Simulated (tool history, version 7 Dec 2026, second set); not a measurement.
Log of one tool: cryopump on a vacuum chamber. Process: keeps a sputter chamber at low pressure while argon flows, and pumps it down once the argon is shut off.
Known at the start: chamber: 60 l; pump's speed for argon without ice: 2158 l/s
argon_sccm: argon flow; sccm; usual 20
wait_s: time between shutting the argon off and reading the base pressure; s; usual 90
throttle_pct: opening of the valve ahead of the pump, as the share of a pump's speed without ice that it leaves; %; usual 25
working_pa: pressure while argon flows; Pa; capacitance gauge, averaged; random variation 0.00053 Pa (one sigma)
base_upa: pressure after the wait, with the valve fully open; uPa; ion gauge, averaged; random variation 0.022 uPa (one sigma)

{"run": 1, "hour": 0.0, "argon_sccm": 20, "wait_s": 90, "throttle_pct": 25, "working_pa": 0.0668, "base_upa": 1.68}
{"hour": 8.5, "done": "pump warmed up, emptied and cooled again"}
{"run": 2, "hour": 82.5, "argon_sccm": 20, "wait_s": 90, "throttle_pct": 25, "working_pa": 0.0634, "base_upa": 1.51}
{"run": 3, "hour": 144.2, "argon_sccm": 20, "wait_s": 90, "throttle_pct": 25, "working_pa": 0.0638, "base_upa": 1.6}
{"run": 4, "hour": 222.0, "argon_sccm": 35, "wait_s": 90, "throttle_pct": 25, "working_pa": 0.1114, "base_upa": 1.64}
{"run": 5, "hour": 273.3, "argon_sccm": 20, "wait_s": 90, "throttle_pct": 25, "working_pa": 0.0639, "base_upa": 1.71}
{"run": 6, "hour": 346.8, "argon_sccm": 20, "wait_s": 90, "throttle_pct": 25, "working_pa": 0.0645, "base_upa": 1.77}
{"run": 7, "hour": 398.1, "argon_sccm": 8, "wait_s": 90, "throttle_pct": 25, "working_pa": 0.0257, "base_upa": 1.78}
{"run": 8, "hour": 444.6, "argon_sccm": 8, "wait_s": 90, "throttle_pct": 25, "working_pa": 0.0269, "base_upa": 1.91}
{"run": 9, "hour": 495.6, "argon_sccm": 8, "wait_s": 90, "throttle_pct": 25, "working_pa": 0.0264, "base_upa": 1.94}
{"hour": 520.7, "done": "pump warmed up, emptied and cooled again"}
{"run": 10, "hour": 542.7, "argon_sccm": 8, "wait_s": 90, "throttle_pct": 23, "working_pa": 0.0273, "base_upa": 1.7}
{"run": 11, "hour": 590.3, "argon_sccm": 8, "wait_s": 90, "throttle_pct": 23, "working_pa": 0.0279, "base_upa": 1.75}
{"run": 12, "hour": 645.9, "argon_sccm": 20, "wait_s": 90, "throttle_pct": 45, "working_pa": 0.0357, "base_upa": 1.75}
{"run": 13, "hour": 706.8, "argon_sccm": 20, "wait_s": 90, "throttle_pct": 25, "working_pa": 0.0634, "base_upa": 1.82}
{"run": 14, "hour": 740.4, "argon_sccm": 20, "wait_s": 90, "throttle_pct": 25, "working_pa": 0.0644, "base_upa": 1.89}
{"run": 15, "hour": 784.7, "argon_sccm": 20, "wait_s": 90, "throttle_pct": 25, "working_pa": 0.0654, "base_upa": 1.94}
{"run": 16, "hour": 855.3, "argon_sccm": 20, "wait_s": 90, "throttle_pct": 25, "working_pa": 0.0652, "base_upa": 1.99}
{"run": 17, "hour": 916.3, "argon_sccm": 20, "wait_s": 90, "throttle_pct": 25, "working_pa": 0.0661, "base_upa": 2.09}
{"run": 18, "hour": 968.5, "argon_sccm": 20, "wait_s": 90, "throttle_pct": 25, "working_pa": 0.0669, "base_upa": 2.22}
{"hour": 1029.9, "done": "pump warmed up, emptied and cooled again"}
{"run": 19, "hour": 1030.1, "argon_sccm": 39, "wait_s": 54, "throttle_pct": 25, "working_pa": 0.1228, "base_upa": 2.26}
{"run": 20, "hour": 1098.7, "argon_sccm": 20, "wait_s": 90, "throttle_pct": 31, "working_pa": 0.0513, "base_upa": 1.9}
{"run": 21, "hour": 1166.9, "argon_sccm": 15, "wait_s": 90, "throttle_pct": 17, "working_pa": 0.0703, "base_upa": 2}
{"run": 22, "hour": 1226.4, "argon_sccm": 15, "wait_s": 90, "throttle_pct": 17, "working_pa": 0.071, "base_upa": 2.07}
{"run": 23, "hour": 1294.4, "argon_sccm": 10, "wait_s": 92, "throttle_pct": 49, "working_pa": 0.0171, "base_upa": 2.19}
{"run": 24, "hour": 1342.3, "argon_sccm": 10, "wait_s": 92, "throttle_pct": 49, "working_pa": 0.018, "base_upa": 2.22}
{"run": 25, "hour": 1382.5, "argon_sccm": 10, "wait_s": 92, "throttle_pct": 49, "working_pa": 0.018, "base_upa": 2.26}
{"run": 26, "hour": 1429.8, "argon_sccm": 10, "wait_s": 79, "throttle_pct": 48, "working_pa": 0.0184, "base_upa": 2.37}
{"run": 27, "hour": 1505.9, "argon_sccm": 19, "wait_s": 124, "throttle_pct": 21, "working_pa": 0.0736, "base_upa": 2.28}
{"hour": 1542.8, "done": "pump warmed up, emptied and cooled again"}
{"run": 28, "hour": 1554.3, "argon_sccm": 30, "wait_s": 264, "throttle_pct": 19, "working_pa": 0.1238, "base_upa": 1.77}
{"run": 29, "hour": 1620.9, "argon_sccm": 12, "wait_s": 210, "throttle_pct": 25, "working_pa": 0.0384, "base_upa": 1.86}
{"run": 30, "hour": 1676.0, "argon_sccm": 20, "wait_s": 110, "throttle_pct": 28, "working_pa": 0.0567, "base_upa": 2.16}
{"run": 31, "hour": 1734.6, "argon_sccm": 20, "wait_s": 34, "throttle_pct": 31, "working_pa": 0.0518, "base_upa": 3.09}
{"run": 32, "hour": 1794.2, "argon_sccm": 19, "wait_s": 81, "throttle_pct": 25, "working_pa": 0.0614, "base_upa": 2.4}
{"run": 33, "hour": 1851.2, "argon_sccm": 19, "wait_s": 81, "throttle_pct": 25, "working_pa": 0.0615, "base_upa": 2.48}
{"run": 34, "hour": 1910.0, "argon_sccm": 9, "wait_s": 81, "throttle_pct": 45, "working_pa": 0.0175, "base_upa": 2.56}

3 ways to go on from here, each from the tool as it stands after run 34. What would each give?
{"run": "A", "hour": 1988.6, "argon_sccm": 15, "wait_s": 99, "throttle_pct": 25, "working_pa": "?", "base_upa": "?"}
{"run": "B", "hour": 1988.6, "argon_sccm": 20, "wait_s": 68, "throttle_pct": 25, "working_pa": "?", "base_upa": "?"}
{"run": "C", "hour": 1988.6, "argon_sccm": 16, "wait_s": 69, "throttle_pct": 32, "working_pa": "?", "base_upa": "?"}

run=A working_pa=0.0501 base_upa=2.62
run=B working_pa=0.0667 base_upa=2.91
run=C working_pa=0.0418 base_upa=2.81
Without the tool's hidden state the same runs would have given:
run=A working_pa=0.0473 base_upa=0.59
run=B working_pa=0.0629 base_upa=0.83
run=C working_pa=0.0388 base_upa=0.79
